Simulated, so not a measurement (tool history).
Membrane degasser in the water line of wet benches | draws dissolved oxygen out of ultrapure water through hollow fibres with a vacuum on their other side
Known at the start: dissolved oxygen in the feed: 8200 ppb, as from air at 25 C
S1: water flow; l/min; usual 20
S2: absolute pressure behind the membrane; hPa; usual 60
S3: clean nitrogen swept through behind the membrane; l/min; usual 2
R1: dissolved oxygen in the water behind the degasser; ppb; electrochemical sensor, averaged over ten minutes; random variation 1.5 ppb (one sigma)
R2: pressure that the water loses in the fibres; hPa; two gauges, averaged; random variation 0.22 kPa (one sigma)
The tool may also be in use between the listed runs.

run 1 hour=0 | S1=20 S2=60 S3=2 | R1=152.3 R2=550
-- hour=17.2 vacuum gauge calibrated
run 2 hour=53.3 | S1=20 S2=60 S3=2 | R1=152.7 R2=546.5
run 3 hour=107.6 | S1=20 S2=60 S3=2 | R1=153 R2=547
run 4 hour=132.7 | S1=20 S2=60 S3=2 | R1=151 R2=545
run 5 hour=157.7 | S1=20 S2=52.4 S3=2 | R1=135.1 R2=546.5
run 6 hour=200.7 | S1=20 S2=60 S3=2 | R1=153.7 R2=549.1
run 7 hour=235.1 | S1=20 S2=60 S3=2 | R1=151.7 R2=545.4
-- hour=257.2 vacuum gauge calibrated, once more
run 8 hour=267.8 | S1=20 S2=60 S3=2 | R1=148.9 R2=548.1
run 9 hour=298.9 | S1=20 S2=60 S3=2 | R1=151.7 R2=549.6
run 10 hour=327.9 | S1=20 S2=132.4 S3=4.07 | R1=204 R2=550.4
run 11 hour=380.2 | S1=20 S2=52.7 S3=2 | R1=133.5 R2=549.4
run 12 hour=406.7 | S1=17 S2=114.5 S3=0.86 | R1=403.5 R2=462
run 13 hour=429.6 | S1=17 S2=114.5 S3=0.86 | R1=405.8 R2=464.2
run 14 hour=457.3 | S1=21 S2=60.6 S3=2 | R1=164.4 R2=575.6
run 15 hour=479.3 | S1=14 S2=127.2 S3=3.61 | R1=122 R2=384.5
run 16 hour=526.2 | S1=16 S2=99.8 S3=1.08 | R1=274.7 R2=438.3

Forecast each of these 4 alternatives for the next run:
run A hour=567.2 | S1=16 S2=64.4 S3=1.08 | R1=? R2=?
run B hour=567.2 | S1=15 S2=60 S3=2 | R1=? R2=?
run C hour=567.2 | S1=27 S2=60 S3=2.57 | R1=? R2=?
run D hour=567.2 | S1=20 S2=60 S3=2.08 | R1=? R2=?

run=A R1=159.9 R2=439.2
run=B R1=90.6 R2=412.7
run=C R1=237.3 R2=741.9
run=D R1=147.6 R2=547.7
Without the tool's hidden state the same runs would have given:
run=A R1=155.7 R2=436.3
run=B R1=87.7 R2=409.9
run=C R1=231.8 R2=737.1
run=D R1=143.7 R2=544.1
